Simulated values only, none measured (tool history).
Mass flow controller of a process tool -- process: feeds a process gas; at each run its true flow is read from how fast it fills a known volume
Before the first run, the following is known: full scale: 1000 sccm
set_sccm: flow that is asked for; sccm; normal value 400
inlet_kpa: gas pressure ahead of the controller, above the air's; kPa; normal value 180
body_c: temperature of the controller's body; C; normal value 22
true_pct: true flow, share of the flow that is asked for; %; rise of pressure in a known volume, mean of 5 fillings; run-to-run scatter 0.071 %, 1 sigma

{"run": 1, "hour": 0.0, "set_sccm": 400, "inlet_kpa": 180, "body_c": 22, "true_pct": 97.6}
{"run": 2, "hour": 334.6, "set_sccm": 400, "inlet_kpa": 150, "body_c": 22, "true_pct": 97.64}
{"run": 3, "hour": 510.4, "set_sccm": 400, "inlet_kpa": 150, "body_c": 22, "true_pct": 97.51}
{"run": 4, "hour": 700.5, "set_sccm": 400, "inlet_kpa": 150, "body_c": 22, "true_pct": 97.47}
{"run": 5, "hour": 1092.9, "set_sccm": 400, "inlet_kpa": 150, "body_c": 22, "true_pct": 97.42}
{"run": 6, "hour": 1389.9, "set_sccm": 346, "inlet_kpa": 180, "body_c": 22, "true_pct": 96.92}
{"run": 7, "hour": 1727.0, "set_sccm": 400, "inlet_kpa": 180, "body_c": 35, "true_pct": 95.96}
{"run": 8, "hour": 2004.0, "set_sccm": 400, "inlet_kpa": 180, "body_c": 35, "true_pct": 95.87}
{"run": 9, "hour": 2325.8, "set_sccm": 400, "inlet_kpa": 180, "body_c": 35, "true_pct": 95.72}
{"run": 10, "hour": 2510.1, "set_sccm": 400, "inlet_kpa": 180, "body_c": 22, "true_pct": 96.89}
{"run": 11, "hour": 2696.1, "set_sccm": 400, "inlet_kpa": 180, "body_c": 22, "true_pct": 96.85}
{"run": 12, "hour": 2971.4, "set_sccm": 400, "inlet_kpa": 180, "body_c": 22, "true_pct": 96.8}
{"run": 13, "hour": 3173.4, "set_sccm": 400, "inlet_kpa": 180, "body_c": 29, "true_pct": 95.91}
{"run": 14, "hour": 3545.6, "set_sccm": 745, "inlet_kpa": 180, "body_c": 22, "true_pct": 97.55}
{"run": 15, "hour": 3926.8, "set_sccm": 400, "inlet_kpa": 180, "body_c": 22, "true_pct": 96.4}
{"run": 16, "hour": 4169.1, "set_sccm": 400, "inlet_kpa": 180, "body_c": 22, "true_pct": 96.43}
{"run": 17, "hour": 4456.2, "set_sccm": 400, "inlet_kpa": 180, "body_c": 22, "true_pct": 96.31}
{"run": 18, "hour": 4630.5, "set_sccm": 400, "inlet_kpa": 180, "body_c": 22, "true_pct": 96.29}
{"run": 19, "hour": 4899.0, "set_sccm": 400, "inlet_kpa": 180, "body_c": 22, "true_pct": 96.26}
{"run": 20, "hour": 5101.4, "set_sccm": 400, "inlet_kpa": 180, "body_c": 22, "true_pct": 96.19}
{"run": 21, "hour": 5282.2, "set_sccm": 400, "inlet_kpa": 180, "body_c": 21, "true_pct": 96.21}
{"run": 22, "hour": 5638.5, "set_sccm": 400, "inlet_kpa": 180, "body_c": 22, "true_pct": 95.94}
{"run": 23, "hour": 5805.4, "set_sccm": 432, "inlet_kpa": 167, "body_c": 22, "true_pct": 96.2}
{"run": 24, "hour": 6022.9, "set_sccm": 432, "inlet_kpa": 167, "body_c": 22, "true_pct": 96.06}
{"run": 25, "hour": 6288.3, "set_sccm": 855, "inlet_kpa": 173, "body_c": 22, "true_pct": 97.15}
{"run": 26, "hour": 6535.1, "set_sccm": 289, "inlet_kpa": 267, "body_c": 22, "true_pct": 94.44}
{"hour": 6709.8, "done": "controller's zero set anew"}
{"run": 27, "hour": 6813.7, "set_sccm": 947, "inlet_kpa": 180, "body_c": 24, "true_pct": 97.5}
{"run": 28, "hour": 7052.6, "set_sccm": 947, "inlet_kpa": 180, "body_c": 24, "true_pct": 97.52}
{"run": 29, "hour": 7349.2, "set_sccm": 947, "inlet_kpa": 195, "body_c": 28, "true_pct": 97.08}
{"run": 30, "hour": 7572.2, "set_sccm": 947, "inlet_kpa": 216, "body_c": 28, "true_pct": 96.84}
{"run": 31, "hour": 7811.7, "set_sccm": 400, "inlet_kpa": 270, "body_c": 33, "true_pct": 95.16}
{"run": 32, "hour": 8044.5, "set_sccm": 220, "inlet_kpa": 180, "body_c": 39, "true_pct": 94.8}
{"run": 33, "hour": 8367.2, "set_sccm": 400, "inlet_kpa": 180, "body_c": 32, "true_pct": 95.64}
{"run": 34, "hour": 8641.5, "set_sccm": 400, "inlet_kpa": 231, "body_c": 25, "true_pct": 95.87}
{"run": 35, "hour": 8882.9, "set_sccm": 400, "inlet_kpa": 231, "body_c": 25, "true_pct": 95.79}
{"run": 36, "hour": 9137.6, "set_sccm": 400, "inlet_kpa": 231, "body_c": 25, "true_pct": 95.73}
{"run": 37, "hour": 9296.3, "set_sccm": 177, "inlet_kpa": 195, "body_c": 25, "true_pct": 95.25}
{"run": 38, "hour": 9457.7, "set_sccm": 177, "inlet_kpa": 195, "body_c": 25, "true_pct": 95.23}
{"run": 39, "hour": 9629.8, "set_sccm": 177, "inlet_kpa": 195, "body_c": 25, "true_pct": 95.23}
{"run": 40, "hour": 9998.6, "set_sccm": 477, "inlet_kpa": 144, "body_c": 37, "true_pct": 95.16}
{"run": 41, "hour": 10235.6, "set_sccm": 812, "inlet_kpa": 180, "body_c": 39, "true_pct": 95.28}
{"hour": 10428.6, "done": "controller exchanged for a calibrated one"}
{"run": 42, "hour": 10540.9, "set_sccm": 812, "inlet_kpa": 180, "body_c": 39, "true_pct": 98.35}
{"run": 43, "hour": 10931.3, "set_sccm": 594, "inlet_kpa": 167, "body_c": 23, "true_pct": 99.54}

Below are 4 alternative next runs, each starting from the tool's condition after run 43. Predict each:
{"run": "A", "hour": 11091.0, "set_sccm": 210, "inlet_kpa": 166, "body_c": 23, "true_pct": "?"}
{"run": "B", "hour": 11091.0, "set_sccm": 106, "inlet_kpa": 180, "body_c": 36, "true_pct": "?"}
{"run": "C", "hour": 11091.0, "set_sccm": 594, "inlet_kpa": 176, "body_c": 31, "true_pct": "?"}
{"run": "D", "hour": 11091.0, "set_sccm": 391, "inlet_kpa": 180, "body_c": 30, "true_pct": "?"}

run=A true_pct=98.78
run=B true_pct=96.99
run=C true_pct=98.64
run=D true_pct=98.33
Stripped of hidden state, with their random variation kept, the same runs would have yielded:
run=A true_pct=99.46
run=B true_pct=98.03
run=C true_pct=99.07
run=D true_pct=98.84
